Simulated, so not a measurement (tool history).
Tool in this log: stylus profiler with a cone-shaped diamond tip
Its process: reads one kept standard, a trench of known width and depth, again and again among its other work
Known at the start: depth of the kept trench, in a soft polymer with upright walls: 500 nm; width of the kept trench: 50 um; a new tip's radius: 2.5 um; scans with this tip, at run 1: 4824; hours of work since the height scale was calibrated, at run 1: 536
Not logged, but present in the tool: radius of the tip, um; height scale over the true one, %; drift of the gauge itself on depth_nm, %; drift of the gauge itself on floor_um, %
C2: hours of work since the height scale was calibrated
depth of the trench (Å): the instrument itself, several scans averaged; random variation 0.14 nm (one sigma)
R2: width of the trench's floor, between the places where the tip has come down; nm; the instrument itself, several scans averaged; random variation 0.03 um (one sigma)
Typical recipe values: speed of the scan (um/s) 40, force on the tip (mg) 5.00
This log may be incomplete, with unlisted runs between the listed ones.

run 1 hour=0.0 | speed_of_the_scan_(um/s)=40 force_on_the_tip_(mg)=5.00 | scans_with_this_tip=4824 C2=536 | depth_of_the_trench_(Å)=5087.4 R2=46510
run 2 hour=23.4 | speed_of_the_scan_(um/s)=40 force_on_the_tip_(mg)=5.00 | scans_with_this_tip=4985 C2=554 | depth_of_the_trench_(Å)=5087.2 R2=46450
run 3 hour=54.0 | speed_of_the_scan_(um/s)=40 force_on_the_tip_(mg)=5.00 | scans_with_this_tip=5197 C2=577 | depth_of_the_trench_(Å)=5088.1 R2=46470
run 4 hour=78.1 | speed_of_the_scan_(um/s)=40 force_on_the_tip_(mg)=1.72 | scans_with_this_tip=5364 C2=596 | depth_of_the_trench_(Å)=5050.2 R2=46380
run 5 hour=90.9 | speed_of_the_scan_(um/s)=40 force_on_the_tip_(mg)=1.72 | scans_with_this_tip=5452 C2=605 | depth_of_the_trench_(Å)=5048.5 R2=46360
run 6 hour=113.9 | speed_of_the_scan_(um/s)=40 force_on_the_tip_(mg)=10.09 | scans_with_this_tip=5611 C2=623 | depth_of_the_trench_(Å)=5136.0 R2=46470
run 7 hour=126.4 | speed_of_the_scan_(um/s)=62 force_on_the_tip_(mg)=5.00 | scans_with_this_tip=5698 C2=633 | depth_of_the_trench_(Å)=5091.4 R2=46320
run 8 hour=157.5 | speed_of_the_scan_(um/s)=62 force_on_the_tip_(mg)=5.00 | scans_with_this_tip=5913 C2=656 | depth_of_the_trench_(Å)=5088.9 R2=46310
run 9 hour=181.3 | speed_of_the_scan_(um/s)=62 force_on_the_tip_(mg)=5.00 | scans_with_this_tip=6077 C2=675 | depth_of_the_trench_(Å)=5089.0 R2=46280
run 10 hour=206.7 | speed_of_the_scan_(um/s)=62 force_on_the_tip_(mg)=5.00 | scans_with_this_tip=6252 C2=694 | depth_of_the_trench_(Å)=5090.5 R2=46340
run 11 hour=230.0 | speed_of_the_scan_(um/s)=62 force_on_the_tip_(mg)=5.00 | scans_with_this_tip=6414 C2=712 | depth_of_the_trench_(Å)=5092.7 R2=46290
run 12 hour=257.9 | speed_of_the_scan_(um/s)=62 force_on_the_tip_(mg)=4.14 | scans_with_this_tip=6606 C2=733 | depth_of_the_trench_(Å)=5081.8 R2=46260
run 13 hour=271.0 | speed_of_the_scan_(um/s)=40 force_on_the_tip_(mg)=5.00 | scans_with_this_tip=6697 C2=744 | depth_of_the_trench_(Å)=5090.0 R2=46280
run 14 hour=287.8 | speed_of_the_scan_(um/s)=40 force_on_the_tip_(mg)=5.00 | scans_with_this_tip=6814 C2=756 | depth_of_the_trench_(Å)=5090.3 R2=46300
run 15 hour=313.9 | speed_of_the_scan_(um/s)=40 force_on_the_tip_(mg)=5.00 | scans_with_this_tip=6994 C2=776 | depth_of_the_trench_(Å)=5090.2 R2=46320
run 16 hour=344.5 | speed_of_the_scan_(um/s)=125 force_on_the_tip_(mg)=5.00 | scans_with_this_tip=7206 C2=800 | depth_of_the_trench_(Å)=5094.3 R2=46190
run 17 hour=360.6 | speed_of_the_scan_(um/s)=125 force_on_the_tip_(mg)=5.00 | scans_with_this_tip=7317 C2=812 | depth_of_the_trench_(Å)=5092.8 R2=46120
run 18 hour=386.2 | speed_of_the_scan_(um/s)=132 force_on_the_tip_(mg)=5.00 | scans_with_this_tip=7493 C2=832 | depth_of_the_trench_(Å)=5093.8 R2=46110
run 19 hour=415.5 | speed_of_the_scan_(um/s)=15 force_on_the_tip_(mg)=5.00 | scans_with_this_tip=7696 C2=854 | depth_of_the_trench_(Å)=5091.3 R2=46290
run 20 hour=429.6 | speed_of_the_scan_(um/s)=40 force_on_the_tip_(mg)=4.84 | scans_with_this_tip=7793 C2=865 | depth_of_the_trench_(Å)=5091.2 R2=46280
run 21 hour=453.4 | speed_of_the_scan_(um/s)=40 force_on_the_tip_(mg)=9.60 | scans_with_this_tip=7958 C2=884 | depth_of_the_trench_(Å)=5134.6 R2=46270
run 22 hour=471.5 | speed_of_the_scan_(um/s)=40 force_on_the_tip_(mg)=6.40 | scans_with_this_tip=8083 C2=897 | depth_of_the_trench_(Å)=5108.1 R2=46220
run 23 hour=495.2 | speed_of_the_scan_(um/s)=40 force_on_the_tip_(mg)=6.40 | scans_with_this_tip=8247 C2=916 | depth_of_the_trench_(Å)=5107.5 R2=46170
run 24 hour=508.6 | speed_of_the_scan_(um/s)=40 force_on_the_tip_(mg)=5.65 | scans_with_this_tip=8340 C2=926 | depth_of_the_trench_(Å)=5100.1 R2=46200
run 25 hour=532.5 | speed_of_the_scan_(um/s)=102 force_on_the_tip_(mg)=5.00 | scans_with_this_tip=8504 C2=944 | depth_of_the_trench_(Å)=5096.9 R2=46050
run 26 hour=554.4 | speed_of_the_scan_(um/s)=102 force_on_the_tip_(mg)=5.00 | scans_with_this_tip=8656 C2=961 | depth_of_the_trench_(Å)=5094.4 R2=46080
run 27 hour=580.7 | speed_of_the_scan_(um/s)=104 force_on_the_tip_(mg)=4.04 | scans_with_this_tip=8838 C2=981 | depth_of_the_trench_(Å)=5084.7 R2=46010
run 28 hour=601.5 | speed_of_the_scan_(um/s)=70 force_on_the_tip_(mg)=5.92 | scans_with_this_tip=8981 C2=997 | depth_of_the_trench_(Å)=5102.9 R2=46060
run 29 hour=621.1 | speed_of_the_scan_(um/s)=10 force_on_the_tip_(mg)=2.28 | scans_with_this_tip=9117 C2=1012 | depth_of_the_trench_(Å)=5062.1 R2=46160
run 30 hour=640.5 | speed_of_the_scan_(um/s)=10 force_on_the_tip_(mg)=2.28 | scans_with_this_tip=9251 C2=1027 | depth_of_the_trench_(Å)=5061.1 R2=46140
run 31 hour=666.4 | speed_of_the_scan_(um/s)=45 force_on_the_tip_(mg)=11.68 | scans_with_this_tip=9430 C2=1047 | depth_of_the_trench_(Å)=5156.4 R2=46140
run 32 hour=691.2 | speed_of_the_scan_(um/s)=152 force_on_the_tip_(mg)=2.48 | scans_with_this_tip=9602 C2=1066 | depth_of_the_trench_(Å)=5069.1 R2=45720
run 33 hour=710.4 | speed_of_the_scan_(um/s)=136 force_on_the_tip_(mg)=5.00 | scans_with_this_tip=9734 C2=1081 | depth_of_the_trench_(Å)=5098.3 R2=45890
run 34 hour=739.4 | speed_of_the_scan_(um/s)=20 force_on_the_tip_(mg)=1.78 | scans_with_this_tip=9935 C2=1103 | depth_of_the_trench_(Å)=5058.7 R2=46130

What will run 35 give?
run 35 hour=759.6 | speed_of_the_scan_(um/s)=20 force_on_the_tip_(mg)=1.78 | scans_with_this_tip=10075 C2=1119 | depth_of_the_trench_(Å)=? R2=?

{"run 35": {"depth of the trench (Å)": 5059.6, "R2": 46090}}
Minus the tool's unlogged condition, the same run would have read depth of the trench (Å) 5039.1, R2 46960 nm.
